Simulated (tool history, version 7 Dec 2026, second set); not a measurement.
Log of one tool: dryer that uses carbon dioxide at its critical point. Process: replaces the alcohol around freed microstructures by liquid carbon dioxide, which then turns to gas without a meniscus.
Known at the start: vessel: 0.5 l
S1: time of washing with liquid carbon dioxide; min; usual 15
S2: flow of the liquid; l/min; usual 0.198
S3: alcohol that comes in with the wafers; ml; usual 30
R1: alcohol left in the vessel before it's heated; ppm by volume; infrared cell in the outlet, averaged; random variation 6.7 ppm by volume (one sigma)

run   hour  S1     S2  S3    R1
  1      0  15  0.198  30   320
  2    4.6  15  0.198  30   317
  3    8.8  15  0.198  30   328
  4   14.6  15  0.198  30   325
  5   22.4  15  0.198  30   327
  6   28.6  15  0.198  30   328
  7   33.4  15  0.198  30   342
  8   43.2  11  0.198  30  1259
  9   50.2  11  0.198  30  1300
 10   59.9  11  0.198  30  1294
 11   68.9  15  0.198  30   347
 12   78.4  11  0.198  30  1317
 13     88  18  0.198  30   149
 14   96.8  18  0.198  30   161
 15  104.9  18  0.198  30   157
 16  109.2  15  0.198  30   349
 17  115.5  15  0.198  86   968
 18  121.8  15  0.198  30   373
 19  128.9  15  0.198  30   385
 20  133.1  15  0.198  30   374
 21  142.1  15  0.198  30   360
 22  149.8  12  0.198  30   940
 23  157.7  12  0.198  30   986
 24  163.6  19  0.268  42    61
 25  169.4  19  0.215  25    91
 26  175.6  21  0.178  29   142
 27  179.7  21  0.219  29    71
 28  186.9  14  0.203  30   467
 29    195  13  0.165  46  2255
 30  204.6  23  0.246  30    60
 31  213.8  23  0.246  30    62
 32  221.6  23  0.246  30    62
 33  229.6  23  0.246  30    62
 34  235.4  23  0.246  30    63
 35    242  23  0.246  30    66
 36    251  23  0.267  30    69
 37  255.9  16  0.307  21    69
 38  261.1  16  0.192  21   277
 39  265.7  16  0.192  21   259
 40  269.9  16  0.192  21   274
 41  274.6  14  0.289  84   213
 42  281.9  14  0.289  84   218
 43  291.5  15  0.198  78   971
 44  300.7  15  0.198  78  1021
 45  308.7  11  0.137  41  6401
 46  313.2  19  0.137  41  1022

Some steps in R1 between neighbouring runs. How much of each would the tool show without its hidden state too (settings, what came in, random variation), and how much is left for the hidden state, with any gauge scatter that isn't in both results?
The hidden state here: flow that reaches the vessel past the clogged filter, %; alcohol in the recycled carbon dioxide, ppm; drift of the gauge itself on alcohol_ppm, %.
Run 29 -> 30: S1 13 -> 23, S2 0.165 -> 0.246, S3 46 -> 30. R1 -2195 ppm by volume: hidden state -230, all else -1965.
Run 44 -> 45: S1 15 -> 11, S2 0.198 -> 0.137, S3 78 -> 41. R1 +5380 ppm by volume: hidden state +509, all else +4871.
Run 45 -> 46: S1 11 -> 19. R1 -5379 ppm by volume: hidden state -527, all else -4852.

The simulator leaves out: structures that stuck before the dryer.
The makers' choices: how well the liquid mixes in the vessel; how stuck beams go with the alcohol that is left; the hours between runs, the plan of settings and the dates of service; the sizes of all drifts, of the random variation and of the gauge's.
